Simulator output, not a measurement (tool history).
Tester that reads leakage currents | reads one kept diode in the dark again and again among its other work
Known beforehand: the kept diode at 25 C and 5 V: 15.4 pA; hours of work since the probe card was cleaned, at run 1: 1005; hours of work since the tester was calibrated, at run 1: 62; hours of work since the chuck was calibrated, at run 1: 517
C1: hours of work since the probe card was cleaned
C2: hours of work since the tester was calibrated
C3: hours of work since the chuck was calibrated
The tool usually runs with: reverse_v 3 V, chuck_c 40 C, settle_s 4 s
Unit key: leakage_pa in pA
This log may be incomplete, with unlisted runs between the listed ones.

run 1 day=0 | reverse_v=3 chuck_c=40 settle_s=4 | C1=1005 C2=62 C3=517 | leakage_pa=49.15
run 2 day=0.779 | reverse_v=3 chuck_c=40 settle_s=4 | C1=1017 C2=74 C3=529 | leakage_pa=49.17
run 3 day=1.492 | reverse_v=3 chuck_c=40 settle_s=4 | C1=1028 C2=85 C3=540 | leakage_pa=49.47
run 4 day=2.621 | reverse_v=3 chuck_c=40 settle_s=4 | C1=1046 C2=103 C3=558 | leakage_pa=49.81
run 5 day=4.133 | reverse_v=12.11 chuck_c=40 settle_s=4 | C1=1069 C2=126 C3=581 | leakage_pa=102.42
run 6 day=5.083 | reverse_v=12.16 chuck_c=40 settle_s=4 | C1=1084 C2=141 C3=596 | leakage_pa=102.84
run 7 day=5.925 | reverse_v=12.16 chuck_c=40 settle_s=4 | C1=1097 C2=154 C3=609 | leakage_pa=103.47
run 8 day=6.767 | reverse_v=1.11 chuck_c=40 settle_s=4 | C1=1110 C2=167 C3=622 | leakage_pa=31.79
run 9 day=7.479 | reverse_v=2.29 chuck_c=40 settle_s=4 | C1=1121 C2=178 C3=634 | leakage_pa=43.97
run 10 day=8.129 | reverse_v=2.29 chuck_c=40 settle_s=4 | C1=1131 C2=188 C3=644 | leakage_pa=44.04
run 11 day=8.975 | reverse_v=3 chuck_c=40 settle_s=4 | C1=1145 C2=202 C3=657 | leakage_pa=50.29
run 12 day=10.367 | reverse_v=3 chuck_c=40 settle_s=1.75 | C1=1166 C2=223 C3=678 | leakage_pa=50.85
-- day=10.55 tester calibrated
run 13 day=11.417 | reverse_v=3 chuck_c=40 settle_s=1.75 | C1=1181 C2=13 C3=694 | leakage_pa=51.22
run 14 day=12.108 | reverse_v=3 chuck_c=38 settle_s=1.75 | C1=1192 C2=24 C3=704 | leakage_pa=45.02
run 15 day=13.242 | reverse_v=3 chuck_c=28 settle_s=4 | C1=1210 C2=42 C3=722 | leakage_pa=24.83
-- day=13.4 tester calibrated, once more
run 16 day=14.733 | reverse_v=3 chuck_c=28 settle_s=4 | C1=1232 C2=21 C3=744 | leakage_pa=25.12
run 17 day=15.829 | reverse_v=3 chuck_c=28 settle_s=4 | C1=1249 C2=38 C3=761 | leakage_pa=25.29
-- day=16.804 probe card cleaned and baked
run 18 day=17.112 | reverse_v=3 chuck_c=28 settle_s=3.12 | C1=5 C2=56 C3=779 | leakage_pa=17.33
run 19 day=18.388 | reverse_v=3 chuck_c=28 settle_s=3.12 | C1=25 C2=76 C3=799 | leakage_pa=17.41
run 20 day=19.692 | reverse_v=3 chuck_c=28 settle_s=5.8 | C1=45 C2=96 C3=819 | leakage_pa=17.54
run 21 day=20.846 | reverse_v=3 chuck_c=28 settle_s=5.8 | C1=63 C2=114 C3=837 | leakage_pa=17.61
run 22 day=21.821 | reverse_v=2.8 chuck_c=40 settle_s=1.17 | C1=78 C2=129 C3=852 | leakage_pa=43.31
run 23 day=23.067 | reverse_v=3.65 chuck_c=57 settle_s=6.61 | C1=97 C2=149 C3=872 | leakage_pa=155.81
run 24 day=24.354 | reverse_v=3 chuck_c=22 settle_s=0.68 | C1=118 C2=169 C3=892 | leakage_pa=12.71
run 25 day=25.729 | reverse_v=3 chuck_c=22 settle_s=0.68 | C1=139 C2=190 C3=913 | leakage_pa=12.76
run 26 day=27.017 | reverse_v=3 chuck_c=43 settle_s=4 | C1=159 C2=210 C3=933 | leakage_pa=55.49
run 27 day=27.696 | reverse_v=1.32 chuck_c=52 settle_s=4.49 | C1=170 C2=221 C3=944 | leakage_pa=75.53
run 28 day=29.025 | reverse_v=9.14 chuck_c=38 settle_s=0.55 | C1=190 C2=241 C3=964 | leakage_pa=67.47
run 29 day=30.1 | reverse_v=3.52 chuck_c=32 settle_s=0.48 | C1=207 C2=258 C3=981 | leakage_pa=29.18
run 30 day=31.033 | reverse_v=4.09 chuck_c=33 settle_s=2.36 | C1=222 C2=273 C3=996 | leakage_pa=31.45
run 31 day=32.338 | reverse_v=3 chuck_c=23 settle_s=4 | C1=242 C2=293 C3=1016 | leakage_pa=13.16
run 32 day=33.779 | reverse_v=4.53 chuck_c=40 settle_s=4 | C1=264 C2=315 C3=1038 | leakage_pa=54.04
run 33 day=35.304 | reverse_v=4.53 chuck_c=40 settle_s=4 | C1=288 C2=339 C3=1062 | leakage_pa=54.29
run 34 day=36.008 | reverse_v=4.53 chuck_c=40 settle_s=4 | C1=299 C2=350 C3=1073 | leakage_pa=54.91
run 35 day=37.238 | reverse_v=1.79 chuck_c=40 settle_s=4 | C1=318 C2=369 C3=1092 | leakage_pa=36.91
run 36 day=38.483 | reverse_v=1.79 chuck_c=40 settle_s=4 | C1=338 C2=389 C3=1112 | leakage_pa=37.09

What does the tool deliver on the next run?
run 37 day=39.925 | reverse_v=16.72 chuck_c=27 settle_s=1.78 | C1=360 C2=411 C3=1134 | leakage_pa=?

leakage_pa: 47.86 pA
With no hidden state in the tool, this same run would have given leakage_pa 32.8 pA.
